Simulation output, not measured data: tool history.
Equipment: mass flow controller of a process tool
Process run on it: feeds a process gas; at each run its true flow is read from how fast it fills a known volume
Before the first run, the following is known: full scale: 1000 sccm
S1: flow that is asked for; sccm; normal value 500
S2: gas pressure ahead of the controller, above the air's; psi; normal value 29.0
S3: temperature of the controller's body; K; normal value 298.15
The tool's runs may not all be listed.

run 1 hour=0.0 | S1=500 S2=29.0 S3=298.15 | true_flow_(%)=98.35
run 2 hour=119.7 | S1=500 S2=32.3 S3=298.15 | true_flow_(%)=98.35
run 3 hour=218.0 | S1=201 S2=29.0 S3=298.15 | true_flow_(%)=97.30
run 4 hour=376.1 | S1=500 S2=29.0 S3=298.15 | true_flow_(%)=98.38
run 5 hour=485.5 | S1=500 S2=29.0 S3=297.15 | true_flow_(%)=98.47
run 6 hour=670.1 | S1=500 S2=29.0 S3=297.15 | true_flow_(%)=98.72
run 7 hour=780.6 | S1=279 S2=29.0 S3=297.15 | true_flow_(%)=97.77
run 8 hour=879.6 | S1=279 S2=29.0 S3=297.15 | true_flow_(%)=97.85
run 9 hour=1018.4 | S1=279 S2=29.0 S3=297.15 | true_flow_(%)=97.74
run 10 hour=1159.0 | S1=279 S2=29.0 S3=297.15 | true_flow_(%)=98.07
run 11 hour=1252.2 | S1=500 S2=29.0 S3=298.15 | true_flow_(%)=98.71
run 12 hour=1443.9 | S1=310 S2=29.0 S3=298.15 | true_flow_(%)=98.05
run 13 hour=1540.6 | S1=748 S2=29.0 S3=298.15 | true_flow_(%)=99.75
run 14 hour=1728.0 | S1=748 S2=29.0 S3=298.15 | true_flow_(%)=99.73
run 15 hour=1923.6 | S1=500 S2=27.8 S3=298.15 | true_flow_(%)=99.03
run 16 hour=2018.7 | S1=403 S2=27.8 S3=298.15 | true_flow_(%)=98.67
run 17 hour=2151.1 | S1=403 S2=27.8 S3=298.15 | true_flow_(%)=98.78
run 18 hour=2254.2 | S1=403 S2=27.8 S3=298.15 | true_flow_(%)=98.81
run 19 hour=2375.0 | S1=403 S2=27.8 S3=295.15 | true_flow_(%)=98.87
run 20 hour=2519.7 | S1=403 S2=27.8 S3=295.15 | true_flow_(%)=99.05
run 21 hour=2612.1 | S1=403 S2=27.8 S3=295.15 | true_flow_(%)=99.14
run 22 hour=2723.0 | S1=454 S2=27.8 S3=295.15 | true_flow_(%)=99.37
run 23 hour=2894.9 | S1=500 S2=31.3 S3=298.15 | true_flow_(%)=99.29
run 24 hour=3040.7 | S1=500 S2=26.3 S3=298.15 | true_flow_(%)=99.43
-- hour=3127.7 gauge calibrated
run 25 hour=3204.6 | S1=500 S2=26.3 S3=294.15 | true_flow_(%)=98.31
run 26 hour=3346.0 | S1=240 S2=26.3 S3=295.15 | true_flow_(%)=97.50
run 27 hour=3430.7 | S1=188 S2=29.0 S3=298.15 | true_flow_(%)=97.39
run 28 hour=3568.3 | S1=277 S2=22.3 S3=297.15 | true_flow_(%)=97.57
run 29 hour=3748.4 | S1=119 S2=30.5 S3=310.15 | true_flow_(%)=96.87
run 30 hour=3945.5 | S1=107 S2=21.2 S3=301.15 | true_flow_(%)=96.96
run 31 hour=4044.4 | S1=107 S2=33.5 S3=301.15 | true_flow_(%)=97.20
run 32 hour=4180.1 | S1=279 S2=23.9 S3=312.15 | true_flow_(%)=97.50
run 33 hour=4312.5 | S1=279 S2=23.9 S3=312.15 | true_flow_(%)=97.49
run 34 hour=4432.5 | S1=279 S2=23.9 S3=295.15 | true_flow_(%)=97.91
run 35 hour=4520.3 | S1=156 S2=34.8 S3=302.15 | true_flow_(%)=97.52
run 36 hour=4682.1 | S1=156 S2=34.8 S3=302.15 | true_flow_(%)=97.54
run 37 hour=4775.0 | S1=500 S2=29.0 S3=304.15 | true_flow_(%)=98.79
run 38 hour=4925.6 | S1=500 S2=32.6 S3=299.15 | true_flow_(%)=99.01
run 39 hour=5023.1 | S1=105 S2=32.6 S3=295.15 | true_flow_(%)=97.72
run 40 hour=5178.4 | S1=551 S2=29.0 S3=301.15 | true_flow_(%)=99.34
run 41 hour=5343.4 | S1=207 S2=20.9 S3=307.15 | true_flow_(%)=97.75
run 42 hour=5495.8 | S1=520 S2=32.5 S3=306.15 | true_flow_(%)=99.03
run 43 hour=5646.0 | S1=531 S2=32.3 S3=309.15 | true_flow_(%)=99.07
run 44 hour=5751.3 | S1=531 S2=32.3 S3=309.15 | true_flow_(%)=99.13
run 45 hour=5902.0 | S1=500 S2=29.0 S3=303.15 | true_flow_(%)=99.32
run 46 hour=5994.7 | S1=500 S2=35.5 S3=298.15 | true_flow_(%)=99.51
run 47 hour=6107.7 | S1=500 S2=29.0 S3=300.15 | true_flow_(%)=99.38
run 48 hour=6236.5 | S1=378 S2=29.0 S3=302.15 | true_flow_(%)=98.97
run 49 hour=6372.9 | S1=449 S2=26.1 S3=309.15 | true_flow_(%)=99.06

Run by run, hidden condition taken away, random variation retained:
Unlogged tool condition in this case: flow at rest that the sensor doesn't see, % of full scale; true flow over the shown one, %; drift of the gauge itself on true_pct, %.
run=1 true_flow_(%)=98.35
run=2 true_flow_(%)=98.30
run=3 true_flow_(%)=97.21
run=4 true_flow_(%)=98.23
run=5 true_flow_(%)=98.27
run=6 true_flow_(%)=98.45
run=7 true_flow_(%)=97.45
run=8 true_flow_(%)=97.50
run=9 true_flow_(%)=97.33
run=10 true_flow_(%)=97.60
run=11 true_flow_(%)=98.20
run=12 true_flow_(%)=97.47
run=13 true_flow_(%)=99.12
run=14 true_flow_(%)=99.02
run=15 true_flow_(%)=98.25
run=16 true_flow_(%)=97.86
run=17 true_flow_(%)=97.91
run=18 true_flow_(%)=97.89
run=19 true_flow_(%)=97.91
run=20 true_flow_(%)=98.03
run=21 true_flow_(%)=98.08
run=22 true_flow_(%)=98.27
run=23 true_flow_(%)=98.12
run=24 true_flow_(%)=98.20
run=25 true_flow_(%)=98.28
run=26 true_flow_(%)=97.40
run=27 true_flow_(%)=97.26
run=28 true_flow_(%)=97.38
run=29 true_flow_(%)=96.61
run=30 true_flow_(%)=96.62
run=31 true_flow_(%)=96.82
run=32 true_flow_(%)=97.07
run=33 true_flow_(%)=97.01
run=34 true_flow_(%)=97.38
run=35 true_flow_(%)=96.95
run=36 true_flow_(%)=96.91
run=37 true_flow_(%)=98.13
run=38 true_flow_(%)=98.28
run=39 true_flow_(%)=96.95
run=40 true_flow_(%)=98.51
run=41 true_flow_(%)=96.86
run=42 true_flow_(%)=98.07
run=43 true_flow_(%)=98.05
run=44 true_flow_(%)=98.07
run=45 true_flow_(%)=98.20
run=46 true_flow_(%)=98.35
run=47 true_flow_(%)=98.17
run=48 true_flow_(%)=97.71
run=49 true_flow_(%)=97.75
